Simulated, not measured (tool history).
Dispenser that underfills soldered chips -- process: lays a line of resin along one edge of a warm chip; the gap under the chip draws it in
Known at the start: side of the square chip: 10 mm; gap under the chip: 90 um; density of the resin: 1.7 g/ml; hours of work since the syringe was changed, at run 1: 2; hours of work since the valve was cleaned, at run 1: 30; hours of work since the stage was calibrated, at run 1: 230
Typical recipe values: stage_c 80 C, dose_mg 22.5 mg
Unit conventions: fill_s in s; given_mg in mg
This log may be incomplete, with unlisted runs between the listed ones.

run   hour  stage_c  dose_mg  hours of work since the syringe was changed  hours of work since the valve was cleaned  hours of work since the stage was calibrated  fill_s  given_mg
  1    0.0       80     22.5                                            2                                         30                                           230    66.2     21.96
  2    6.8       80     29.0                                            7                                         35                                           235    87.6     28.27
      12.6  -- new syringe of resin
  3   12.7       80     22.5                                            0                                         39                                           239    62.7     21.77
  4   20.5       80     22.5                                            6                                         44                                           244    89.1     21.69
  5   25.0       80     22.5                                            9                                         48                                           248   106.3     21.60
      27.2  -- new syringe of resin
  6   32.7       80     29.1                                            4                                         53                                           253    77.6     27.83
  7   36.5       80     29.1                                            7                                         56                                           256    89.8     27.76
      41.7  -- new syringe of resin
  8   41.7       81     22.5                                            0                                         59                                           259    61.8     21.44
      43.8  -- dispensing valve cleaned and set on the balance
  9   49.8       80     27.2                                            5                                          4                                           264    81.6     27.09
      57.1  -- new syringe of resin
 10   57.1       80     27.2                                            0                                         10                                           270    61.6     27.01
 11   63.5       68     27.4                                            5                                         14                                           274   119.3     27.08
 12   67.0       68     27.4                                            7                                         17                                           277   140.2     27.02
 13   71.0       74     20.7                                           10                                         20                                           280   139.0     20.32
      71.8  -- new syringe of resin
 14   79.3       74     20.7                                            5                                         25                                           286   105.9     20.35
 15   85.7       74     20.7                                           10                                         30                                           290   137.6     20.21
      86.7  -- new syringe of resin
 16   93.4       74     20.7                                            5                                         36                                           296   103.2     20.19
 17   96.8       93     21.5                                            7                                         38                                           298    63.4     20.93
     101.2  -- new syringe of resin
 18  101.2       72     26.7                                            0                                         41                                           301    79.3     25.77
 19  108.3       95     29.0                                            5                                         46                                           306    49.6     27.93
 20  115.0       95     29.0                                           10                                         51                                           311    65.3     27.69

Below, each run's measurement less what the same run would have read without the hidden state. Both values contain the same run-to-run variation, but the gauge's scatter may not be the same in both:
What the log doesn't record here: resin's viscosity, % of fresh resin's; dose that the valve gives, % of what is set; true chip temperature over the reading, C; drift of the gauge itself on fill_s, %; drift of the gauge itself on given_mg, %.
run  fill_s  given_mg
  1    +3.7     -0.57
  2   +24.6     -0.86
  3    -0.4     -0.74
  4   +23.8     -0.83
  5   +41.4     -0.88
  6   +14.5     -1.26
  7   +27.4     -1.33
  8    -0.4     -1.09
  9   +19.3     -0.11
 10    -1.0     -0.22
 11   +25.3     -0.32
 12   +44.4     -0.37
 13   +58.8     -0.32
 14   +26.0     -0.41
 15   +57.5     -0.48
 16   +22.5     -0.57
 17   +20.5     -0.63
 18    -3.8     -0.84
 19   +10.6     -1.03
 20   +26.1     -1.13

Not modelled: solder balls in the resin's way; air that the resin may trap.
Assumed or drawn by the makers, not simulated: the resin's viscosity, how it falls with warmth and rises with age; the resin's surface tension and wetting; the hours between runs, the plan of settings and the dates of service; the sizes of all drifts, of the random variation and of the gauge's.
